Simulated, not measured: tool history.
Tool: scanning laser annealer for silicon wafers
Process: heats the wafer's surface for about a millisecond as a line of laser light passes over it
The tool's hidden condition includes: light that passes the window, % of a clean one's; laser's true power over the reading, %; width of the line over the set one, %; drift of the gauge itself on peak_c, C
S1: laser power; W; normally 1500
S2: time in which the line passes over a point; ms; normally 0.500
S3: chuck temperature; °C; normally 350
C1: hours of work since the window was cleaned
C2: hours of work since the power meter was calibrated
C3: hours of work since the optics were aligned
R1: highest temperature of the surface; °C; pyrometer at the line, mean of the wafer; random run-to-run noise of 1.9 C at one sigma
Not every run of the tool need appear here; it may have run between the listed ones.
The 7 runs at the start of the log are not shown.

Run 8, hour 163.9: usual settings; C1 323; C2 915; C3 1048. Result: R1 1161 °C.
Run 9, hour 180.7: usual settings; C1 336; C2 927; C3 1061. Result: R1 1157 °C.
Run 10, hour 197.2: usual settings; C1 348; C2 940; C3 1073. Result: R1 1158 °C.
Run 11, hour 225.7: usual settings; C1 370; C2 962; C3 1095. Result: R1 1155 °C.
Run 12, hour 248.4: usual settings but S2 0.415 ms; C1 387; C2 979; C3 1112. Result: R1 1082 °C.
Run 13, hour 279.1: usual settings but S3 381 °C; C1 410; C2 1002; C3 1135. Result: R1 1186 °C.
Run 14, hour 300.1: usual settings but S3 381 °C; C1 426; C2 1018; C3 1151. Result: R1 1184 °C.
Run 15, hour 318.4: usual settings but S3 381 °C; C1 440; C2 1032; C3 1165. Result: R1 1185 °C.
Run 16, hour 345.6: usual settings but S3 381 °C; C1 461; C2 1052; C3 1185. Result: R1 1187 °C.
Run 17, hour 372.5: usual settings but S3 381 °C; C1 481; C2 1073; C3 1206. Result: R1 1182 °C.
Run 18, hour 387.4: usual settings; C1 492; C2 1084; C3 1217. Result: R1 1149 °C.
Run 19, hour 408.7: usual settings; C1 509; C2 1100; C3 1233. Result: R1 1147 °C.
Run 20, hour 438.8: usual settings; C1 531; C2 1123; C3 1256. Result: R1 1148 °C.
Run 21, hour 466.7: usual settings but S1 1382 W, S3 315 °C; C1 552; C2 1144; C3 1277. Result: R1 1053 °C.

Run 22 has not been measured yet. What should we expect?
Run 22, hour 487.7: usual settings but S1 1643 W, S3 352 °C; C1 568; C2 1160; C3 1293. Result: R1 ?.

Run 22 yielded R1 1220 °C.
With the hidden condition absent and the run-to-run variation left alone, this run would have shown R1 1263 °C.
